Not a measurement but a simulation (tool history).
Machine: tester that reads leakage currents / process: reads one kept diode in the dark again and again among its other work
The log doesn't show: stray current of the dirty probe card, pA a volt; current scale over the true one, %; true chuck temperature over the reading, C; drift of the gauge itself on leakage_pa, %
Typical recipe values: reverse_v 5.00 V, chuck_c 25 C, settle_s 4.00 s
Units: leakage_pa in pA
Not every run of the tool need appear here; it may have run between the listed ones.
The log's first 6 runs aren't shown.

run     day  reverse_v  chuck_c  settle_s  hours of work since the probe card was cleaned  hours of work since the tester was calibrated  hours of work since the chuck was calibrated  leakage_pa
  7  12.150       6.05       25      4.00                                            1474                                           1322                                            47      111.83
  8  14.088       6.05       25      4.00                                            1510                                           1358                                            82      110.97
  9  16.908       6.05       25      4.00                                            1562                                           1410                                           134      111.29
 10  18.854       6.05       25      4.00                                            1597                                           1445                                           170      111.04
 11  20.638       5.00       25      4.00                                            1630                                           1478                                           202      101.73
 12  23.296       5.00       25      4.00                                            1679                                           1527                                           251      102.34
 13  26.112       5.00       25      4.00                                            1730                                           1578                                           303      102.29
 14  28.942       2.99       25      4.00                                            1782                                           1630                                           355       81.24
 15  31.133       2.99       24      4.00                                            1822                                           1670                                           395       74.34
 16  33.033       6.03       42      0.61                                            1857                                           1705                                           430      478.67
 17  35.988      13.19       48      1.25                                            1911                                           1759                                           484     1069.23
 18  38.150      18.67       45      3.15                                            1951                                           1799                                           524      961.47
 19  40.933      18.67       45      5.40                                            2002                                           1850                                           575      955.68
 20  42.617      11.26       54      2.45                                            2033                                           1881                                           605     1592.09
 21  45.488       8.59       39      0.47                                            2086                                           1934                                           658      427.43
 22  48.279       3.32       45      0.69                                            2137                                           1985                                           709      470.11
 23  51.179      14.90       45      0.68                                            2190                                           2038                                           762      872.39
 24  54.000      14.90       45      0.68                                            2242                                           2090                                           814      873.27
 25  55.488       1.51       23      0.48                                            2269                                           2117                                           841       50.67
 26  58.279       4.24       33      0.79                                            2320                                           2168                                           893      187.93
 27  59.583       5.00       28      4.00                                            2344                                           2192                                           917      129.83
 28  62.450      12.23       30      0.34                                            2397                                           2245                                           969      241.30
 29  64.354       5.00       27      4.00                                            2431                                           2280                                          1004      119.73
 30  65.950      13.93       41      4.00                                            2461                                           2309                                          1033      602.99

3 options for the next run, each taken on its own from the tool as it stands now. Forecast them:
  A  68.608       2.20       33      3.46                                            2509                                           2358                                          1082           ?
  B  68.608       2.57       41      4.00                                            2509                                           2358                                          1082           ?
  C  68.608       9.25       25      0.61                                            2509                                           2358                                          1082           ?

run  leakage_pa
  A      141.38
  B      298.58
  C      136.65
With no hidden state in the tool, these same runs would have given:
run  leakage_pa
  A      143.82
  B      307.15
  C      124.57
